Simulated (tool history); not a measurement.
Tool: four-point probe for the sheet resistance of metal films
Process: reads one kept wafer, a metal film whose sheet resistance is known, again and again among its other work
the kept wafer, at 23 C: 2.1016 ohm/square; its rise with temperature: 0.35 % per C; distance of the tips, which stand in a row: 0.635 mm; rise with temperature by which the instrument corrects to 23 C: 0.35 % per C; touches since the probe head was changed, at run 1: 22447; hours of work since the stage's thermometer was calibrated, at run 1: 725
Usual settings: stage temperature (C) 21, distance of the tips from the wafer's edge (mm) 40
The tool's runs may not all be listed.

| run | hour | stage temperature (C) | distance of the tips from the wafer's edge (mm) | touches since the probe head was changed | hours of work since the stage's thermometer was calibrated | sheet resistance as the instrument gives it (ohm/square) |
|---|---|---|---|---|---|---|
| 1 | 0.0 | 21 | 40 | 22447 | 725 | 2.101978 |
| 2 | 42.2 | 21 | 40 | 23595 | 745 | 2.101465 |
| 3 | 65.1 | 27 | 40 | 24216 | 756 | 2.102128 |
| 4 | 99.9 | 21 | 70 | 25163 | 773 | 2.101482 |
| 5 | 132.4 | 21 | 40 | 26047 | 789 | 2.101960 |
| 6 | 151.7 | 21 | 40 | 26571 | 798 | 2.102284 |
| 7 | 177.5 | 21 | 8 | 27272 | 811 | 2.108703 |
| 8 | 215.1 | 21 | 40 | 28294 | 829 | 2.101910 |
| 9 | 237.7 | 21 | 40 | 28909 | 840 | 2.102001 |
| 10 | 277.5 | 21 | 6 | 29991 | 859 | 2.114728 |
| 11 | 309.1 | 21 | 6 | 30849 | 874 | 2.115023 |
| 12 | 351.6 | 21 | 6 | 32006 | 894 | 2.114640 |
| 13 | 372.3 | 21 | 6 | 32570 | 904 | 2.114949 |
| 14 | 391.2 | 21 | 26 | 33083 | 913 | 2.102428 |
| 15 | 432.4 | 21 | 26 | 34204 | 933 | 2.102558 |
| 16 | 474.6 | 21 | 26 | 35349 | 954 | 2.102042 |
| 17 | 503.2 | 21 | 26 | 36129 | 967 | 2.101795 |
| 18 | 544.6 | 21 | 40 | 37253 | 987 | 2.101542 |
| 19 | 575.1 | 25 | 40 | 38081 | 1002 | 2.101689 |
| 20 | 614.5 | 21 | 6 | 39153 | 1021 | 2.114092 |
| 21 | 636.0 | 21 | 6 | 39739 | 1031 | 2.114321 |
| 22 | 681.4 | 21 | 25 | 40973 | 1053 | 2.102212 |
| 23 | 718.3 | 21 | 40 | 41976 | 1071 | 2.101771 |
| 24 | 751.3 | 23 | 4 | 42873 | 1087 | 2.130110 |
| 25 | 782.2 | 23 | 4 | 43712 | 1102 | 2.129679 |
| 26 | 802.6 | 23 | 4 | 44267 | 1111 | 2.129739 |
| 27 | 824.0 | 34 | 3 | 44850 | 1122 | 2.150729 |
| 28 | 868.8 | 31 | 10 | 46068 | 1143 | 2.106263 |
| 29 | 905.6 | 23 | 53 | 47067 | 1161 | 2.101314 |
| 30 | 924.9 | 21 | 16 | 47593 | 1170 | 2.103167 |
| 31 | 944.7 | 31 | 22 | 48130 | 1180 | 2.102062 |
| 32 | 964.4 | 23 | 7 | 48665 | 1189 | 2.110538 |
| 33 | 1003.7 | 21 | 29 | 49735 | 1208 | 2.101809 |
| 34 | 1044.2 | 34 | 4 | 50836 | 1228 | 2.129480 |
| 35 | 1063.9 | 20 | 39 | 51372 | 1237 | 2.101703 |
| 36 | 1090.2 | 20 | 23 | 52087 | 1250 | 2.101887 |
| 37 | 1115.5 | 34 | 10 | 52773 | 1262 | 2.105413 |
| 38 | 1146.8 | 27 | 8 | 53625 | 1277 | 2.108441 |
| 39 | 1174.3 | 32 | 28 | 54373 | 1290 | 2.100619 |
| 40 | 1215.3 | 32 | 28 | 55487 | 1310 | 2.100990 |
| 41 | 1240.2 | 21 | 12 | 56163 | 1322 | 2.104834 |
| 42 | 1277.6 | 29 | 29 | 57179 | 1340 | 2.102060 |
| 43 | 1296.8 | 29 | 29 | 57703 | 1349 | 2.101738 |
| 44 | 1329.0 | 25 | 15 | 58578 | 1365 | 2.103905 |
| 45 | 1349.5 | 25 | 15 | 59135 | 1375 | 2.103163 |
| 46 | 1394.9 | 21 | 13 | 60370 | 1397 | 2.104477 |

Forecast each of these 3 alternatives for the next run:
| A | 1416.4 | 23 | 7 | 60954 | 1407 | ? |
| B | 1416.4 | 21 | 5 | 60954 | 1407 | ? |
| C | 1416.4 | 27 | 73 | 60954 | 1407 | ? |

| run | sheet resistance as the instrument gives it (ohm/square) |
|---|---|
| A | 2.110681 |
| B | 2.119101 |
| C | 2.100429 |
Without the tool's hidden state the same runs would have given:
| run | sheet resistance as the instrument gives it (ohm/square) |
|---|---|
| A | 2.110726 |
| B | 2.119146 |
| C | 2.100474 |
